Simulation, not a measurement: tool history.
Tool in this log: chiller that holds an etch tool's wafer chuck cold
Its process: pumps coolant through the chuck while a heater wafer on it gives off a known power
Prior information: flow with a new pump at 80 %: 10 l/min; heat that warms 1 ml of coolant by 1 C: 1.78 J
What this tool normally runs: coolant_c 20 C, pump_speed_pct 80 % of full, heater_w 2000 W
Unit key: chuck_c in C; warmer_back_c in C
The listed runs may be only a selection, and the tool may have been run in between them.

| run | day | coolant_c | pump_speed_pct | heater_w | chuck_c | warmer_back_c |
|---|---|---|---|---|---|---|
| 1 | 0 | 20 | 80 | 2000 | 41.5 | 6.69 |
| 2 | 3.912 | 20 | 80 | 2583 | 47.7 | 8.68 |
| 3 | 6.042 | 20 | 80 | 2583 | 47.9 | 8.63 |
| 4 | 8.429 | 20 | 80 | 2583 | 47.9 | 8.63 |
| 5 | 12.354 | 29 | 80 | 2000 | 50.6 | 6.65 |
| 6 | 14.817 | 29 | 80 | 2000 | 50.4 | 6.72 |
| 7 | 17.817 | 29 | 80 | 2000 | 50.4 | 6.7 |
| 8 | 21.579 | 29 | 80 | 2000 | 50.6 | 6.64 |
| 9 | 23.588 | 29 | 80 | 2000 | 50.6 | 6.63 |
| 10 | 27.667 | 20 | 95 | 2000 | 39.6 | 5.58 |
| 11 | 30.958 | 26 | 80 | 2000 | 47.4 | 6.62 |
| 12 | 34.008 | 20 | 80 | 1311 | 34.1 | 4.32 |
| 13 | 37.429 | 18 | 80 | 1311 | 32.1 | 4.31 |
| 14 | 41.546 | 20 | 80 | 2000 | 41.6 | 6.63 |
| 15 | 44.946 | 20 | 80 | 2000 | 41.6 | 6.57 |
| 16 | 47.362 | 20 | 80 | 2000 | 41.7 | 6.6 |
| 17 | 51.358 | 20 | 80 | 2000 | 41.5 | 6.56 |
| 18 | 54.946 | 20 | 80 | 2000 | 41.4 | 6.52 |
| 19 | 57.138 | 14 | 90 | 2077 | 34.9 | 6.02 |
| 20 | 61.429 | 14 | 90 | 2077 | 35.1 | 5.99 |
| 21 | 65.033 | 14 | 90 | 2077 | 35 | 6 |
| 22 | 67.171 | 14 | 90 | 2077 | 35.1 | 5.93 |
| 23 | 70.792 | 20 | 80 | 2847 | 50.7 | 9.38 |
| 24 | 74.375 | 20 | 63 | 2847 | 55.1 | 12.01 |
| 25 | 76.854 | 20 | 65 | 2847 | 54.5 | 11.61 |
| 26 | 81.221 | 10 | 68 | 1006 | 21.8 | 3.73 |
| 27 | 84.417 | 24 | 83 | 2000 | 45.1 | 6.23 |
| 28 | 86.258 | 12 | 80 | 1592 | 29.1 | 5.16 |
| 29 | 90.292 | 26 | 81 | 2267 | 50.3 | 7.2 |
| 30 | 94.633 | 29 | 80 | 2447 | 55.4 | 7.93 |
| 31 | 96.967 | 12 | 80 | 2000 | 33.4 | 6.44 |
| 32 | 98.812 | 12 | 80 | 2000 | 33.6 | 6.42 |
| 33 | 101.821 | 11 | 81 | 1222 | 24 | 3.69 |

Taken out of this log: 2 entries between the listed runs. Where each belongs, and how the hidden state differs across it:
Between runs 9 and 10: chiller's thermometer calibrated (day 25.754)
  drift of the gauge itself on warmer_back_c, C: -0.07 -> -0.09
  measured minus no-state result, warmer_back_c: -0.07 -> -0.08 C
Between runs 28 and 29: coolant changed, channels flushed (day 89.408)
  heat passed by the chuck's channels, % of clean ones': 99.9 -> 100; drift of the gauge itself on warmer_back_c, C: -0.27 -> -0.28
  measured minus no-state result, warmer_back_c: -0.27 -> -0.28 C
